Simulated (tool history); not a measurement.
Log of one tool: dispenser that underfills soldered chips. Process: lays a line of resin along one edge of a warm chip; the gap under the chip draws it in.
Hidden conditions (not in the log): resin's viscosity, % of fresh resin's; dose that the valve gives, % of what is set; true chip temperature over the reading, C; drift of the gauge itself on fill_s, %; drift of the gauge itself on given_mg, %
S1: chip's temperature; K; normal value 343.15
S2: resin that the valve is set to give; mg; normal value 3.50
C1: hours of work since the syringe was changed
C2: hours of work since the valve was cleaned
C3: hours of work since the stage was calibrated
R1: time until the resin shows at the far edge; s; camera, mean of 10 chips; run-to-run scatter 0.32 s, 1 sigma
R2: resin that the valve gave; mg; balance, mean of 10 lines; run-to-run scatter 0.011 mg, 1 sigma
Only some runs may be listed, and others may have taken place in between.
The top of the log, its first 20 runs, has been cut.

-- hour=103.4 new syringe of resin
run 21 hour=105.9 | S1=351.15 S2=3.60 | C1=2 C2=23 C3=142 | R1=9.8 R2=3.58
run 22 hour=110.2 | S1=351.15 S2=3.60 | C1=5 C2=25 C3=145 | R1=13.2 R2=3.56
-- hour=113.1 new syringe of resin
run 23 hour=116.3 | S1=351.15 S2=3.60 | C1=2 C2=29 C3=149 | R1=10.3 R2=3.53
run 24 hour=121.4 | S1=340.15 S2=3.70 | C1=6 C2=33 C3=152 | R1=20.0 R2=3.63
-- hour=123.0 new syringe of resin
run 25 hour=128.3 | S1=340.15 S2=3.50 | C1=3 C2=37 C3=156 | R1=16.9 R2=3.43
-- hour=133.1 new syringe of resin
run 26 hour=133.7 | S1=331.15 S2=4.49 | C1=0 C2=40 C3=160 | R1=16.3 R2=4.37
run 27 hour=139.2 | S1=331.15 S2=4.49 | C1=4 C2=44 C3=164 | R1=22.6 R2=4.37
-- hour=142.9 new syringe of resin
run 28 hour=146.5 | S1=337.15 S2=3.65 | C1=2 C2=49 C3=168 | R1=15.9 R2=3.53
-- hour=152.4 new syringe of resin
run 29 hour=152.4 | S1=352.15 S2=4.15 | C1=0 C2=53 C3=172 | R1=8.2 R2=4.03
run 30 hour=156.9 | S1=328.15 S2=3.54 | C1=3 C2=56 C3=175 | R1=24.3 R2=3.44
-- hour=162.1 new syringe of resin
run 31 hour=164.6 | S1=328.15 S2=3.54 | C1=2 C2=60 C3=180 | R1=21.8 R2=3.42
run 32 hour=169.1 | S1=343.15 S2=4.03 | C1=5 C2=63 C3=183 | R1=17.8 R2=3.88
-- hour=172.0 new syringe of resin
run 33 hour=175.8 | S1=334.15 S2=4.49 | C1=3 C2=68 C3=187 | R1=19.1 R2=4.31
-- hour=181.8 new syringe of resin
run 34 hour=182.7 | S1=330.15 S2=4.29 | C1=1 C2=72 C3=192 | R1=18.2 R2=4.13
run 35 hour=186.0 | S1=330.15 S2=4.29 | C1=3 C2=74 C3=194 | R1=21.9 R2=4.13
-- hour=191.6 new syringe of resin
run 36 hour=193.0 | S1=346.15 S2=3.14 | C1=1 C2=79 C3=198 | R1=11.2 R2=3.00

Forecast each of these 3 alternatives for the next run:
run A hour=196.4 | S1=339.15 S2=3.13 | C1=3 C2=81 C3=200 | R1=? R2=?
run B hour=196.4 | S1=357.15 S2=3.50 | C1=3 C2=81 C3=200 | R1=? R2=?
run C hour=196.4 | S1=355.15 S2=4.06 | C1=3 C2=81 C3=200 | R1=? R2=?

run=A R1=17.1 R2=2.98
run=B R1=9.3 R2=3.34
run=C R1=10.3 R2=3.89
The same runs, with their run-to-run variation unchanged, on a tool lacking any hidden condition would have given:
run=A R1=12.7 R2=3.13
run=B R1=6.7 R2=3.50
run=C R1=7.8 R2=4.08
